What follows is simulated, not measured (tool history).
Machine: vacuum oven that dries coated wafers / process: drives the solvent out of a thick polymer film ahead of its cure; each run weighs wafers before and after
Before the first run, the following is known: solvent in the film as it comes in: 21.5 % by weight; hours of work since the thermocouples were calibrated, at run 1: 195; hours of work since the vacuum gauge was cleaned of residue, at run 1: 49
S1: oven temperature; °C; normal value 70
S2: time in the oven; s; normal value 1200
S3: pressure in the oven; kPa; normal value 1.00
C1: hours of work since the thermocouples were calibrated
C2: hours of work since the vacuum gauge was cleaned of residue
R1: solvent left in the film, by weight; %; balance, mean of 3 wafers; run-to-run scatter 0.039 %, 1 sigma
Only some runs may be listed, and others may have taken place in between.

run 1 hour=0.0 | S1=70 S2=1200 S3=1.00 | C1=195 C2=49 | R1=2.43
run 2 hour=18.6 | S1=70 S2=1200 S3=1.00 | C1=210 C2=64 | R1=2.43
run 3 hour=27.5 | S1=70 S2=1200 S3=1.00 | C1=217 C2=71 | R1=2.47
run 4 hour=44.4 | S1=70 S2=1200 S3=1.00 | C1=230 C2=85 | R1=2.47
run 5 hour=60.5 | S1=70 S2=1200 S3=1.00 | C1=243 C2=98 | R1=2.52
run 6 hour=73.1 | S1=70 S2=1200 S3=1.03 | C1=253 C2=108 | R1=2.46
run 7 hour=85.6 | S1=70 S2=1140 S3=1.03 | C1=263 C2=118 | R1=2.73
run 8 hour=94.4 | S1=70 S2=720 S3=1.00 | C1=270 C2=125 | R1=5.28
run 9 hour=113.1 | S1=70 S2=720 S3=1.00 | C1=285 C2=140 | R1=5.31
run 10 hour=125.9 | S1=70 S2=720 S3=1.00 | C1=295 C2=150 | R1=5.26
run 11 hour=134.4 | S1=70 S2=720 S3=1.00 | C1=302 C2=157 | R1=5.28
run 12 hour=145.0 | S1=70 S2=1680 S3=1.00 | C1=311 C2=165 | R1=1.20
run 13 hour=158.0 | S1=70 S2=1200 S3=1.00 | C1=321 C2=176 | R1=2.50
run 14 hour=171.3 | S1=59 S2=1380 S3=1.00 | C1=332 C2=186 | R1=4.76
run 15 hour=188.7 | S1=71 S2=1380 S3=1.00 | C1=346 C2=200 | R1=1.68
run 16 hour=198.1 | S1=74 S2=1500 S3=1.35 | C1=353 C2=208 | R1=1.05
run 17 hour=208.8 | S1=73 S2=2100 S3=2.10 | C1=362 C2=216 | R1=0.68
-- hour=211.6 oven's thermocouples calibrated
run 18 hour=229.2 | S1=65 S2=960 S3=1.00 | C1=14 C2=231 | R1=5.16
run 19 hour=247.1 | S1=81 S2=1500 S3=0.77 | C1=28 C2=245 | R1=0.44
run 20 hour=257.1 | S1=70 S2=1200 S3=0.72 | C1=36 C2=253 | R1=2.55
run 21 hour=269.4 | S1=70 S2=1200 S3=0.61 | C1=46 C2=263 | R1=2.39
run 22 hour=278.6 | S1=67 S2=960 S3=3.33 | C1=54 C2=271 | R1=5.00
run 23 hour=295.9 | S1=63 S2=960 S3=3.33 | C1=67 C2=284 | R1=6.22
run 24 hour=304.6 | S1=58 S2=720 S3=1.50 | C1=74 C2=291 | R1=9.29
-- hour=323.4 oven's thermocouples calibrated, once more
run 25 hour=324.4 | S1=70 S2=900 S3=1.30 | C1=1 C2=305 | R1=4.27
run 26 hour=333.2 | S1=70 S2=1200 S3=2.93 | C1=8 C2=312 | R1=2.97

Consider 5 possible next runs. They are alternatives, not a sequence: every one starts from the tool as it was left by run 26. What does each give?
run A hour=352.2 | S1=70 S2=1020 S3=2.93 | C1=23 C2=328 | R1=?
run B hour=352.2 | S1=64 S2=600 S3=2.93 | C1=23 C2=328 | R1=?
run C hour=352.2 | S1=70 S2=1380 S3=2.93 | C1=23 C2=328 | R1=?
run D hour=352.2 | S1=71 S2=1500 S3=1.46 | C1=23 C2=328 | R1=?
run E hour=352.2 | S1=77 S2=1200 S3=0.87 | C1=23 C2=328 | R1=?

run=A R1=3.81
run=B R1=8.91
run=C R1=2.42
run=D R1=1.64
run=E R1=1.32
Without the tool's hidden state the same runs would have given:
run=A R1=3.61
run=B R1=8.68
run=C R1=2.25
run=D R1=1.50
run=E R1=1.20
